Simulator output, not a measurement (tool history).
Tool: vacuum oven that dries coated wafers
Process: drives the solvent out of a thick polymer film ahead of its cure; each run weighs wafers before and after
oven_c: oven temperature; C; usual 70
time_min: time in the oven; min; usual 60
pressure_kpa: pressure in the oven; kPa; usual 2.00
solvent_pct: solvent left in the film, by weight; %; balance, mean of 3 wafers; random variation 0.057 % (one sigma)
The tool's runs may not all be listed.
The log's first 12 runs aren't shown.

run	hour	oven_c	time_min	pressure_kpa	hours of work since the thermocouples were calibrated	hours of work since the vacuum gauge was cleaned of residue	solvent_pct
13	788.0	72	44	2.00	805	143	3.33
14	836.1	70	60	2.00	836	174	2.72
15	929.6	70	60	2.00	897	235	2.64
# hour 945.8: oven's thermocouples calibrated
16	1030.3	70	60	2.00	55	300	2.74
17	1072.6	70	60	2.00	83	327	2.67
18	1127.3	70	60	2.00	118	363	2.80
19	1224.1	70	60	2.00	182	426	2.75
20	1268.0	70	60	4.52	210	455	3.79
21	1321.0	70	60	4.52	245	489	3.84
22	1389.6	70	60	4.52	289	534	3.81
23	1453.4	70	60	4.52	331	575	3.87
24	1515.6	70	60	2.00	372	616	2.78
25	1588.0	70	60	2.00	419	663	2.71
26	1673.1	70	60	2.43	474	719	2.89
27	1764.9	76	82	1.75	534	779	0.79
28	1818.0	65	94	1.09	569	813	2.29
29	1908.1	65	94	1.09	628	872	2.25
30	1949.9	83	60	4.67	655	899	1.39

The next listed run, before its measurement:
31	1990.4	83	60	4.67	681	926	?

solvent_pct: 1.33 %
Without the tool's hidden state the same run would have given solvent_pct 1.33 %.

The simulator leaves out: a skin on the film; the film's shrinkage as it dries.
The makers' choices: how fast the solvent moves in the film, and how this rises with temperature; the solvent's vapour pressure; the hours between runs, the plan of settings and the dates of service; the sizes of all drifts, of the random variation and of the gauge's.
